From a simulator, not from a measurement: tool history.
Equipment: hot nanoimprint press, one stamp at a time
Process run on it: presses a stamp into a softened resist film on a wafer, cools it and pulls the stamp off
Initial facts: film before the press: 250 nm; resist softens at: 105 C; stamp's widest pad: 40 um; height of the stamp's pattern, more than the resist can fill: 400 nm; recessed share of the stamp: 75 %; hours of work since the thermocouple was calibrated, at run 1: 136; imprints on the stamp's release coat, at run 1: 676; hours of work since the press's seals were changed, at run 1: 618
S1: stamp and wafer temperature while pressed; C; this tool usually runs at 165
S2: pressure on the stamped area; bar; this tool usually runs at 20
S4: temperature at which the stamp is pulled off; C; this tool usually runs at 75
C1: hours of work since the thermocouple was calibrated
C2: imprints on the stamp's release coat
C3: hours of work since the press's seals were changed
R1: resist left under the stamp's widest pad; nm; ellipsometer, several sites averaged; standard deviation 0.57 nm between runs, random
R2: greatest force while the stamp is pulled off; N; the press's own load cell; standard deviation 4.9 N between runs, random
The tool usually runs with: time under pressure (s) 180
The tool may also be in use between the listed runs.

run 1 day=0 | S1=165 S2=20 time_under_pressure_(s)=180 S4=75 | C1=136 C2=676 C3=618 | R1=134 R2=283
-- day=0.483 press's hydraulic seals changed and the load cell set to zero
run 2 day=1.517 | S1=165 S2=20 time_under_pressure_(s)=180 S4=75 | C1=153 C2=757 C3=14 | R1=131.5 R2=290
run 3 day=2.617 | S1=165 S2=20 time_under_pressure_(s)=180 S4=75 | C1=168 C2=832 C3=29 | R1=131.6 R2=286
run 4 day=4.342 | S1=165 S2=20 time_under_pressure_(s)=102 S4=75 | C1=192 C2=950 C3=53 | R1=155.5 R2=308
run 5 day=6.021 | S1=165 S2=20 time_under_pressure_(s)=102 S4=75 | C1=215 C2=1066 C3=77 | R1=154.3 R2=309
run 6 day=7.683 | S1=165 S2=20 time_under_pressure_(s)=180 S4=82 | C1=238 C2=1180 C3=100 | R1=131.5 R2=287
run 7 day=9.004 | S1=165 S2=20 time_under_pressure_(s)=180 S4=82 | C1=256 C2=1270 C3=118 | R1=130.7 R2=318
-- day=10.1 stamp cleaned and given a new release coat
run 8 day=11.046 | S1=165 S2=20 time_under_pressure_(s)=180 S4=75 | C1=281 C2=65 C3=143 | R1=130.6 R2=247
run 9 day=12.071 | S1=165 S2=20 time_under_pressure_(s)=180 S4=64 | C1=295 C2=135 C3=157 | R1=129.4 R2=263
run 10 day=13.796 | S1=165 S2=20 time_under_pressure_(s)=180 S4=64 | C1=319 C2=254 C3=181 | R1=130.4 R2=286
run 11 day=15.662 | S1=165 S2=20 time_under_pressure_(s)=180 S4=64 | C1=345 C2=381 C3=207 | R1=128.4 R2=303
run 12 day=17.25 | S1=165 S2=20 time_under_pressure_(s)=180 S4=75 | C1=367 C2=491 C3=229 | R1=129.6 R2=267
run 13 day=18.65 | S1=165 S2=20 time_under_pressure_(s)=180 S4=75 | C1=386 C2=586 C3=248 | R1=129.3 R2=275
run 14 day=19.771 | S1=165 S2=20 time_under_pressure_(s)=180 S4=75 | C1=402 C2=663 C3=264 | R1=129.6 R2=276
run 15 day=20.617 | S1=165 S2=20 time_under_pressure_(s)=180 S4=75 | C1=414 C2=721 C3=275 | R1=129.7 R2=281
run 16 day=21.571 | S1=165 S2=16.7 time_under_pressure_(s)=180 S4=78 | C1=427 C2=787 C3=288 | R1=142.2 R2=270
run 17 day=23.479 | S1=174 S2=28 time_under_pressure_(s)=107 S4=63 | C1=453 C2=917 C3=315 | R1=87.9 R2=329
run 18 day=25.296 | S1=174 S2=13.2 time_under_pressure_(s)=172 S4=63 | C1=478 C2=1042 C3=340 | R1=115.9 R2=349
run 19 day=26.479 | S1=165 S2=19.8 time_under_pressure_(s)=106 S4=75 | C1=495 C2=1123 C3=356 | R1=150.5 R2=327
run 20 day=27.867 | S1=157 S2=17.5 time_under_pressure_(s)=162 S4=76 | C1=514 C2=1219 C3=376 | R1=185.8 R2=314
run 21 day=29.179 | S1=173 S2=23 time_under_pressure_(s)=322 S4=76 | C1=532 C2=1308 C3=394 | R1=69.9 R2=325
-- day=29.733 stamp cleaned and given a new release coat
-- day=29.983 plate thermocouple calibrated
run 22 day=31.088 | S1=173 S2=29.7 time_under_pressure_(s)=127 S4=76 | C1=15 C2=85 C3=415 | R1=87.3 R2=246
run 23 day=31.975 | S1=161 S2=20 time_under_pressure_(s)=180 S4=80 | C1=28 C2=145 C3=427 | R1=157.5 R2=231
run 24 day=33.558 | S1=161 S2=20 time_under_pressure_(s)=180 S4=80 | C1=49 C2=254 C3=449 | R1=156.6 R2=239
run 25 day=34.733 | S1=166 S2=20 time_under_pressure_(s)=146 S4=75 | C1=66 C2=335 C3=465 | R1=137.8 R2=273
run 26 day=35.75 | S1=166 S2=20 time_under_pressure_(s)=146 S4=75 | C1=80 C2=404 C3=479 | R1=137.4 R2=262
run 27 day=37.038 | S1=166 S2=20 time_under_pressure_(s)=146 S4=75 | C1=98 C2=493 C3=497 | R1=137.4 R2=269
run 28 day=38.362 | S1=165 S2=26.1 time_under_pressure_(s)=314 S4=75 | C1=116 C2=583 C3=516 | R1=96.9 R2=274
run 29 day=40.062 | S1=165 S2=27.6 time_under_pressure_(s)=180 S4=75 | C1=140 C2=700 C3=539 | R1=112.9 R2=282

Each row is a separate what-if for the run after 29, all from the same tool condition, not one after another. Results?
run A day=41.733 | S1=165 S2=15.5 time_under_pressure_(s)=180 S4=75 | C1=163 C2=815 C3=562 | R1=? R2=?
run B day=41.733 | S1=175 S2=27.6 time_under_pressure_(s)=180 S4=61 | C1=163 C2=815 C3=562 | R1=? R2=?
run C day=41.733 | S1=155 S2=27.6 time_under_pressure_(s)=168 S4=70 | C1=163 C2=815 C3=562 | R1=? R2=?

run=A R1=151.7 R2=303
run=B R1=74.5 R2=337
run=C R1=170.5 R2=304
Take away the tool's hidden state, keep each run's random variation, and the runs would have read:
run=A R1=152.3 R2=248
run=B R1=74 R2=275
run=C R1=170.3 R2=248
